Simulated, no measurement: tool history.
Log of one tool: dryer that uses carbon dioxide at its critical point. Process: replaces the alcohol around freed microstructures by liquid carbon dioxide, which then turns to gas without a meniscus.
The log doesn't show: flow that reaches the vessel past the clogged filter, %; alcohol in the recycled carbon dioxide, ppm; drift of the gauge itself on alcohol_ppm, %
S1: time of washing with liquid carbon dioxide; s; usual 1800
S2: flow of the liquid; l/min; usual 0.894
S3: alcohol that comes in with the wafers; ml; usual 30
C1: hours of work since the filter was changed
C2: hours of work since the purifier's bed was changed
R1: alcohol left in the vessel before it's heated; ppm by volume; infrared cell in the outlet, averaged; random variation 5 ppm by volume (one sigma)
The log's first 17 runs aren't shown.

run,day,S1,S2,S3,C1,C2,R1
18,9.188,1800,0.894,30,52,211,93
19,9.838,1800,0.894,63,59,219,132
20,10.146,1500,0.602,58,63,222,703
21,10.775,1680,1.197,102,70,229,98
22,11.062,1680,1.197,102,73,232,109
23,11.712,1140,0.894,30,80,240,302
24,12.054,2100,1.214,80,84,244,83
25,12.529,2100,1.214,80,89,249,86
26,13.208,2100,1.214,80,97,257,96
27,13.521,2100,1.214,80,101,260,84
28,14.150,1320,0.679,102,108,267,1275
29,14.604,1320,1.458,39,113,272,100
30,15.271,1620,0.977,104,120,280,220
31,15.567,1620,0.977,104,124,283,210
32,16.088,1620,0.977,34,129,289,134
33,16.475,1620,0.977,34,134,293,136
34,16.838,1920,0.894,47,138,297,132
35,17.275,2280,1.114,56,143,302,95

Forecast each of these 3 alternatives for the next run:
A,17.850,2280,1.114,80,149,309,?
B,17.850,2040,0.583,97,149,309,?
C,17.850,1860,0.626,28,149,309,?

run,R1
A,104
B,527
C,229
Without the tool's hidden state the same runs would have given:
run,R1
A,9
B,360
C,114
